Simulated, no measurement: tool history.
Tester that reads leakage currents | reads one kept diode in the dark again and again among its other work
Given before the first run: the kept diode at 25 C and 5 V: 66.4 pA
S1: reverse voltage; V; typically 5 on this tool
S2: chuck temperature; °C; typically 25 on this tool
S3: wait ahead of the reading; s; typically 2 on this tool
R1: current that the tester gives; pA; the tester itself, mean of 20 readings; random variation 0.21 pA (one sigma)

run    hour     S1  S2    S3      R1
  1       0      5  25     2   66.97
  2    31.7      5  25     2   66.67
  3    66.4      5  25     2   66.67
  4    94.7      5  25     2   66.87
  5   135.6      5  25     2   66.72
  6   166.4      5  25     2   66.67
  7   209.7      5  25     2   66.75
  8   244.2      5  25     2   66.53
  9   269.8      5  25     2   66.91
 10   305.8      5  25     2   66.83
 11   348.5      5  25     2   66.68
 12   383.9      5  25     2   66.76
 13     409      5  25     2   66.68
 14   431.2      5  20     2   41.36
 15   457.2      5  20     2   41.26
 16     481      5  25     2   66.96
 17   517.1      5  21     2   45.66
 18   559.3  14.08  25     2  103.75
 19   603.2  14.08  25     2  103.45
 20   629.9  14.08  25     2  104.39
 21   668.6  14.08  25     2  103.66
 22   708.2   6.13  53  5.29  819.51
 23   736.6   19.4  29  0.41  176.79
 24   776.6   4.83  25     2   65.87
 25     801   9.94  39     2  314.93
 26   840.3   9.94  39     2  315.11
 27     880   1.22  24     2   33.46
      895.8  -- chuck's temperature calibrated
 28   909.4  16.63  30  7.51  175.66
 29   936.9   7.09  44     2  417.69
 30     960   2.52  23  1.04   41.33
 31   995.7  10.76  38  1.04  300.27
 32    1015      5  46  7.98  427.09
 33  1040.6    5.5  55  1.35  909.52
 34  1069.3    5.5  41   1.9  291.95
 35  1095.9    5.5  39   1.9  245.83
 36  1118.9      5  34  2.78  150.93
 37  1154.8  19.67  34  0.43  277.34
 38  1177.7  19.67  34  0.43  275.31
 39    1196   11.1  34  0.73  213.96

Below are 3 alternative next runs, each starting from the tool's condition after run 39. Predict each:
  A  1215.6  10.41  44  0.73   ?
  B  1215.6   11.1  34  1.32   ?
  C  1215.6  11.68  34  0.73   ?

run      R1
  A  493.67
  B  213.16
  C  220.09
Had the tool no hidden state, the same runs would have come out as:
run      R1
  A  493.42
  B  213.04
  C  219.96
